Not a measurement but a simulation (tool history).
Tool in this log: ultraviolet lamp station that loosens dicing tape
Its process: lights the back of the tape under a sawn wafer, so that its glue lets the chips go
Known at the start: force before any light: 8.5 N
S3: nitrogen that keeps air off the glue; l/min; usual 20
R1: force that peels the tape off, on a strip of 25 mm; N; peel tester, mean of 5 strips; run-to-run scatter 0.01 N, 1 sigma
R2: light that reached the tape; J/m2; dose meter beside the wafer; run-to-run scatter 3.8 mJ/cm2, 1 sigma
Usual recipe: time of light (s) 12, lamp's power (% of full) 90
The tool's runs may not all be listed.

{"run": 1, "hour": 0.0, "time of light (s)": 12, "lamp's power (% of full)": 90, "S3": 20, "R1": 0.696, "R2": 5400}
{"run": 2, "hour": 18.4, "time of light (s)": 12, "lamp's power (% of full)": 90, "S3": 20, "R1": 0.731, "R2": 5280}
{"run": 3, "hour": 34.8, "time of light (s)": 12, "lamp's power (% of full)": 90, "S3": 20, "R1": 0.767, "R2": 5310}
{"run": 4, "hour": 46.5, "time of light (s)": 12, "lamp's power (% of full)": 90, "S3": 20, "R1": 0.75, "R2": 5250}
{"run": 5, "hour": 58.6, "time of light (s)": 12, "lamp's power (% of full)": 60, "S3": 20, "R1": 1.707, "R2": 3460}
{"run": 6, "hour": 67.9, "time of light (s)": 12, "lamp's power (% of full)": 60, "S3": 20, "R1": 1.69, "R2": 3430}
{"run": 7, "hour": 77.9, "time of light (s)": 12, "lamp's power (% of full)": 60, "S3": 20, "R1": 1.672, "R2": 3420}
{"run": 8, "hour": 93.6, "time of light (s)": 12, "lamp's power (% of full)": 60, "S3": 20, "R1": 1.722, "R2": 3390}
{"run": 9, "hour": 115.1, "time of light (s)": 12, "lamp's power (% of full)": 90, "S3": 20, "R1": 0.807, "R2": 4990}
{"run": 10, "hour": 133.4, "time of light (s)": 12, "lamp's power (% of full)": 90, "S3": 20, "R1": 0.841, "R2": 5010}
{"run": 11, "hour": 149.2, "time of light (s)": 12, "lamp's power (% of full)": 79, "S3": 20, "R1": 1.104, "R2": 4330}
{"run": 12, "hour": 168.4, "time of light (s)": 12, "lamp's power (% of full)": 83, "S3": 20, "R1": 1.033, "R2": 4530}
{"run": 13, "hour": 184.1, "time of light (s)": 12, "lamp's power (% of full)": 83, "S3": 20, "R1": 1.069, "R2": 4520}
{"hour": 186.1, "done": "window cleaned of glue's vapour"}
{"run": 14, "hour": 202.1, "time of light (s)": 12, "lamp's power (% of full)": 83, "S3": 20, "R1": 1.111, "R2": 4360}
{"run": 15, "hour": 214.6, "time of light (s)": 12, "lamp's power (% of full)": 83, "S3": 20, "R1": 1.115, "R2": 4350}
{"run": 16, "hour": 224.6, "time of light (s)": 12, "lamp's power (% of full)": 83, "S3": 20, "R1": 1.131, "R2": 4350}
{"hour": 234.3, "done": "window cleaned of glue's vapour, once more"}
{"run": 17, "hour": 241.8, "time of light (s)": 12, "lamp's power (% of full)": 83, "S3": 20, "R1": 0.91, "R2": 4790}
{"run": 18, "hour": 255.2, "time of light (s)": 12, "lamp's power (% of full)": 90, "S3": 20, "R1": 0.791, "R2": 5190}
{"run": 19, "hour": 270.6, "time of light (s)": 12, "lamp's power (% of full)": 90, "S3": 20, "R1": 0.78, "R2": 5080}
{"run": 20, "hour": 286.9, "time of light (s)": 12, "lamp's power (% of full)": 90, "S3": 20, "R1": 0.817, "R2": 5050}

What will run 21 give?
{"run": 21, "hour": 301.9, "time of light (s)": 18, "lamp's power (% of full)": 92, "S3": 37, "R1": "?", "R2": "?"}

Run 21 came out at R1 0.171 N, R2 7560 J/m2.
With no hidden state in the tool, this same run would have given R1 0.109 N, R2 9780 J/m2.
